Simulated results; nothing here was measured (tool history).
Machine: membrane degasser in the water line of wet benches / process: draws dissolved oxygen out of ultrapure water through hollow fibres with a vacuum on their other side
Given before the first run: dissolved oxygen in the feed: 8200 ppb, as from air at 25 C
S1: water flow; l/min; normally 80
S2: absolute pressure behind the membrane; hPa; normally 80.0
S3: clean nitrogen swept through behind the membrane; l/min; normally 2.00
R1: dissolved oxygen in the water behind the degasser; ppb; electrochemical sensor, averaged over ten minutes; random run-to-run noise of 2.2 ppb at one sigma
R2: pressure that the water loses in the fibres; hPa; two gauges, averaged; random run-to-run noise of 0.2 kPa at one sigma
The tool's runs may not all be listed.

run	hour	S1	S2	S3	R1	R2
1	0.0	80	80.0	2.00	375.2	446.7
2	184.0	80	80.0	2.00	379.6	449.4
3	296.1	80	80.0	2.00	375.8	445.9
4	411.4	80	80.0	2.00	377.9	448.7
# hour 508.6: seals of the vacuum lines changed
5	594.3	80	80.0	2.00	376.9	450.6
6	674.0	80	80.0	1.04	599.6	450.9
7	794.2	80	69.8	1.04	488.3	455.3
8	885.8	82	80.0	2.00	389.4	462.3
9	967.8	53	80.0	2.00	269.7	301.4
10	1097.7	53	80.0	2.00	269.9	299.4
11	1188.7	53	58.1	2.00	152.0	300.2
12	1334.0	116	80.0	1.22	706.4	653.7
13	1433.5	116	80.0	1.22	713.2	655.7
14	1588.0	116	80.0	1.22	713.6	658.1
15	1733.9	116	80.0	1.22	706.5	655.8

5 options for the next run, each taken on its own from the tool as it stands now. Forecast them:
A	1894.0	111	80.0	1.22	?	?
B	1894.0	80	80.0	1.10	?	?
C	1894.0	116	80.0	5.65	?	?
D	1894.0	87	52.5	1.22	?	?
E	1894.0	72	60.9	2.00	?	?

run	R1	R2
A	688.6	625.8
B	585.6	454.4
C	240.9	657.1
D	267.2	494.4
E	224.3	406.7
Without the tool's hidden state the same runs would have given:
run	R1	R2
A	669.5	602.6
B	570.7	437.6
C	231.4	632.9
D	251.2	476.1
E	214.6	391.7
